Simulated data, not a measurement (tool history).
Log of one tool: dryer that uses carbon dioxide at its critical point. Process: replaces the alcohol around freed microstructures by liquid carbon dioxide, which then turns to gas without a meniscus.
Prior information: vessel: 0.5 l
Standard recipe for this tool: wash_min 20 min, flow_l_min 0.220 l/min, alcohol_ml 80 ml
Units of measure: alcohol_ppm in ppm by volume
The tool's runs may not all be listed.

| run | hour | wash_min | flow_l_min | alcohol_ml | alcohol_ppm |
|---|---|---|---|---|---|
| 1 | 0.0 | 20 | 0.220 | 80 | 183 |
| 2 | 21.5 | 20 | 0.220 | 80 | 191 |
| 3 | 70.1 | 20 | 0.200 | 80 | 358 |
| 4 | 121.0 | 20 | 0.200 | 80 | 365 |
| 5 | 145.8 | 20 | 0.149 | 80 | 1808 |
| 6 | 169.4 | 20 | 0.149 | 80 | 1802 |
| 7 | 197.1 | 20 | 0.149 | 80 | 1870 |
| 8 | 248.6 | 20 | 0.149 | 80 | 1834 |
| 9 | 273.4 | 20 | 0.220 | 80 | 222 |
| 10 | 321.9 | 20 | 0.220 | 80 | 228 |
| 11 | 357.9 | 20 | 0.220 | 80 | 241 |
| 12 | 401.4 | 19 | 0.220 | 80 | 343 |
| 13 | 446.7 | 20 | 0.220 | 80 | 265 |
| 14 | 472.4 | 20 | 0.220 | 80 | 251 |
|  | 494.8 | inlet filter changed |
| 15 | 513.9 | 20 | 0.220 | 80 | 119 |
| 16 | 547.7 | 22 | 0.220 | 80 | 58 |
| 17 | 580.6 | 22 | 0.220 | 80 | 71 |
| 18 | 623.0 | 22 | 0.220 | 80 | 71 |
| 19 | 662.9 | 22 | 0.220 | 80 | 74 |
| 20 | 688.7 | 20 | 0.287 | 80 | 30 |
| 21 | 733.5 | 20 | 0.220 | 80 | 133 |
| 22 | 756.8 | 20 | 0.220 | 80 | 135 |
| 23 | 801.2 | 28 | 0.186 | 56 | 52 |
| 24 | 838.7 | 28 | 0.186 | 56 | 47 |
| 25 | 886.7 | 20 | 0.168 | 80 | 714 |
| 26 | 935.3 | 28 | 0.180 | 85 | 87 |
| 27 | 983.7 | 20 | 0.220 | 80 | 168 |
| 28 | 1025.9 | 20 | 0.220 | 80 | 160 |
| 29 | 1064.4 | 20 | 0.176 | 28 | 232 |
| 30 | 1112.8 | 20 | 0.176 | 28 | 234 |
| 31 | 1159.8 | 20 | 0.141 | 33 | 825 |
| 32 | 1199.5 | 20 | 0.259 | 80 | 77 |
| 33 | 1241.2 | 25 | 0.220 | 80 | 61 |
| 34 | 1270.5 | 25 | 0.220 | 80 | 65 |
| 35 | 1302.1 | 20 | 0.220 | 28 | 96 |
| 36 | 1340.2 | 20 | 0.220 | 22 | 81 |
| 37 | 1368.0 | 20 | 0.220 | 22 | 82 |
| 38 | 1411.8 | 20 | 0.220 | 22 | 83 |
| 39 | 1434.6 | 20 | 0.220 | 96 | 249 |
| 40 | 1481.4 | 14 | 0.226 | 80 | 1239 |
| 41 | 1507.5 | 16 | 0.220 | 20 | 231 |
| 42 | 1529.0 | 17 | 0.161 | 29 | 944 |
| 43 | 1557.3 | 17 | 0.161 | 29 | 959 |

Predict each of these 4 candidate next runs independently; none follows another, all start after run 43:
| A | 1589.8 | 17 | 0.220 | 102 | ? |
| B | 1589.8 | 17 | 0.273 | 36 | ? |
| C | 1589.8 | 26 | 0.161 | 64 | ? |
| D | 1589.8 | 17 | 0.161 | 64 | ? |

| run | alcohol_ppm |
|---|---|
| A | 725 |
| B | 88 |
| C | 277 |
| D | 2040 |
What these runs would have given with no unlogged condition in the tool:
| run | alcohol_ppm |
|---|---|
| A | 368 |
| B | 16 |
| C | 123 |
| D | 1267 |
